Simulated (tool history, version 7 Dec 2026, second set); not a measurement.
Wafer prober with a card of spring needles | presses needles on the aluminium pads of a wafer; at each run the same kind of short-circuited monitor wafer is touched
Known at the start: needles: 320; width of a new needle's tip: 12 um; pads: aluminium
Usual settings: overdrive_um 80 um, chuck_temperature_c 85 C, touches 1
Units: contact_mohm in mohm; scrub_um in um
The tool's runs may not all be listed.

run,hour,overdrive_um,chuck_temperature_c,touches,contact_mohm,scrub_um
1,0.0,80,85,1,158,11.08
# hour 7.9: tips cleaned on abrasive film
2,13.2,80,85,1,159,11.10
# hour 23.0: tips cleaned on abrasive film
3,23.0,80,85,1,157,11.13
4,30.3,80,85,1,156,11.12
# hour 38.3: tips cleaned on abrasive film
5,38.5,80,85,1,156,11.13
6,46.0,80,85,1,157,11.14
# hour 53.4: tips cleaned on abrasive film
7,54.3,80,85,1,157,11.13
8,65.0,80,85,1,159,11.13
# hour 69.2: tips cleaned on abrasive film
9,76.6,80,85,1,158,11.14
10,83.8,80,85,1,158,11.17
# hour 84.9: tips cleaned on abrasive film
11,91.7,80,85,1,155,11.16
# hour 100.0: tips cleaned on abrasive film
12,101.7,80,85,1,157,11.18
13,113.6,80,85,1,153,11.19
# hour 116.0: tips cleaned on abrasive film
14,122.0,100,85,1,155,13.97
# hour 131.4: tips cleaned on abrasive film
15,131.4,100,34,1,149,14.01
16,145.0,95,85,1,155,13.28
# hour 147.0: tips cleaned on abrasive film
17,152.8,80,85,1,156,11.18
18,160.1,80,85,1,158,11.20
# hour 162.6: tips cleaned on abrasive film
19,166.6,80,51,3,149,11.23
20,175.8,65,30,3,147,9.14
# hour 177.7: tips cleaned on abrasive film
21,185.2,80,71,1,157,11.24
# hour 193.2: tips cleaned on abrasive film
22,193.6,92,34,1,143,12.93
23,202.9,94,42,2,150,13.23
# hour 208.3: tips cleaned on abrasive film
24,212.0,70,61,3,150,9.83
# hour 224.6: tips cleaned on abrasive film
25,224.6,70,61,3,150,9.87
26,235.9,66,92,2,159,9.30
# hour 240.5: tips cleaned on abrasive film
27,249.6,64,85,2,157,9.05
# hour 256.4: tips cleaned on abrasive film
28,260.8,61,61,1,155,8.62
29,268.9,86,30,1,145,12.16
# hour 271.8: tips cleaned on abrasive film
# hour 273.6: gauge calibrated
30,278.0,93,71,3,153,12.91
# hour 287.1: tips cleaned on abrasive film
31,287.5,93,71,3,154,12.90
32,299.8,93,48,2,151,12.91
# hour 302.5: tips cleaned on abrasive film
33,306.0,60,95,3,161,8.33
34,313.2,71,54,2,151,9.87
# hour 318.2: tips cleaned on abrasive film
35,321.7,71,117,2,163,9.88

3 ways to go on from here, each from the tool as it stands after run 35. What would each give?
A,328.8,71,53,2,?,?
B,328.8,80,108,1,?,?
C,328.8,62,103,2,?,?

run,contact_mohm,scrub_um
A,152,9.88
B,159,11.12
C,160,8.63
Without the tool's hidden state the same runs would have given:
run,contact_mohm,scrub_um
A,152,9.85
B,158,11.08
C,159,8.60
